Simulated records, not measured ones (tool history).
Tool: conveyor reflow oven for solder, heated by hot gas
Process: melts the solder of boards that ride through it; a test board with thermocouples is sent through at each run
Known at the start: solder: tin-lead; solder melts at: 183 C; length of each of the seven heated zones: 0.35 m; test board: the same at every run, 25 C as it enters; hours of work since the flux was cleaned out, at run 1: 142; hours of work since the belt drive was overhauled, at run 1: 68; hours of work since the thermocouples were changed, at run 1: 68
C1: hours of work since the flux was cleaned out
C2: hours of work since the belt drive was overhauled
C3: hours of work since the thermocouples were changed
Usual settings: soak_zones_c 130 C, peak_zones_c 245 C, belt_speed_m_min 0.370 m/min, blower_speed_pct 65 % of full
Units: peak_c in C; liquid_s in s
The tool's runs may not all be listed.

run 1 hour=0.0 | soak_zones_c=130 peak_zones_c=245 belt_speed_m_min=0.370 blower_speed_pct=65 | C1=142 C2=68 C3=68 | peak_c=225.5 liquid_s=90.3
run 2 hour=35.8 | soak_zones_c=130 peak_zones_c=245 belt_speed_m_min=0.370 blower_speed_pct=65 | C1=164 C2=90 C3=90 | peak_c=225.4 liquid_s=89.9
run 3 hour=69.7 | soak_zones_c=130 peak_zones_c=245 belt_speed_m_min=0.370 blower_speed_pct=65 | C1=185 C2=112 C3=112 | peak_c=225.0 liquid_s=89.3
run 4 hour=93.1 | soak_zones_c=130 peak_zones_c=245 belt_speed_m_min=0.370 blower_speed_pct=65 | C1=200 C2=126 C3=126 | peak_c=225.2 liquid_s=89.8
run 5 hour=131.6 | soak_zones_c=130 peak_zones_c=245 belt_speed_m_min=0.370 blower_speed_pct=65 | C1=224 C2=150 C3=150 | peak_c=225.3 liquid_s=89.3
run 6 hour=162.3 | soak_zones_c=130 peak_zones_c=245 belt_speed_m_min=0.370 blower_speed_pct=65 | C1=243 C2=169 C3=169 | peak_c=224.8 liquid_s=89.7
run 7 hour=181.5 | soak_zones_c=130 peak_zones_c=245 belt_speed_m_min=0.370 blower_speed_pct=65 | C1=255 C2=181 C3=181 | peak_c=224.8 liquid_s=89.3
run 8 hour=224.3 | soak_zones_c=130 peak_zones_c=245 belt_speed_m_min=0.370 blower_speed_pct=65 | C1=281 C2=208 C3=208 | peak_c=224.6 liquid_s=88.9
run 9 hour=246.8 | soak_zones_c=126 peak_zones_c=245 belt_speed_m_min=0.390 blower_speed_pct=65 | C1=295 C2=222 C3=222 | peak_c=221.8 liquid_s=79.0
run 10 hour=274.4 | soak_zones_c=144 peak_zones_c=257 belt_speed_m_min=0.374 blower_speed_pct=72 | C1=313 C2=239 C3=239 | peak_c=239.0 liquid_s=107.2
run 11 hour=315.7 | soak_zones_c=140 peak_zones_c=240 belt_speed_m_min=0.342 blower_speed_pct=65 | C1=338 C2=265 C3=265 | peak_c=224.4 liquid_s=102.4
run 12 hour=355.0 | soak_zones_c=130 peak_zones_c=242 belt_speed_m_min=0.311 blower_speed_pct=60 | C1=363 C2=289 C3=289 | peak_c=227.0 liquid_s=109.6
-- hour=372.1 flux residue cleaned out of gas plates and filters
run 13 hour=382.6 | soak_zones_c=140 peak_zones_c=245 belt_speed_m_min=0.324 blower_speed_pct=88 | C1=7 C2=304 C3=304 | peak_c=237.2 liquid_s=120.5
run 14 hour=408.1 | soak_zones_c=117 peak_zones_c=246 belt_speed_m_min=0.324 blower_speed_pct=88 | C1=22 C2=319 C3=319 | peak_c=236.0 liquid_s=108.9

Forecast each of these 4 alternatives for the next run:
run A hour=441.6 | soak_zones_c=133 peak_zones_c=246 belt_speed_m_min=0.350 blower_speed_pct=72 | C1=43 C2=340 C3=340 | peak_c=? liquid_s=?
run B hour=441.6 | soak_zones_c=117 peak_zones_c=246 belt_speed_m_min=0.324 blower_speed_pct=87 | C1=43 C2=340 C3=340 | peak_c=? liquid_s=?
run C hour=441.6 | soak_zones_c=117 peak_zones_c=237 belt_speed_m_min=0.370 blower_speed_pct=61 | C1=43 C2=340 C3=340 | peak_c=? liquid_s=?
run D hour=441.6 | soak_zones_c=130 peak_zones_c=260 belt_speed_m_min=0.378 blower_speed_pct=65 | C1=43 C2=340 C3=340 | peak_c=? liquid_s=?

run=A peak_c=232.1 liquid_s=104.2
run=B peak_c=235.5 liquid_s=109.1
run=C peak_c=217.0 liquid_s=75.6
run=D peak_c=240.1 liquid_s=100.6
Without the tool's hidden state the same runs would have given:
run=A peak_c=231.0 liquid_s=102.4
run=B peak_c=234.5 liquid_s=107.4
run=C peak_c=216.0 liquid_s=73.8
run=D peak_c=239.1 liquid_s=98.9
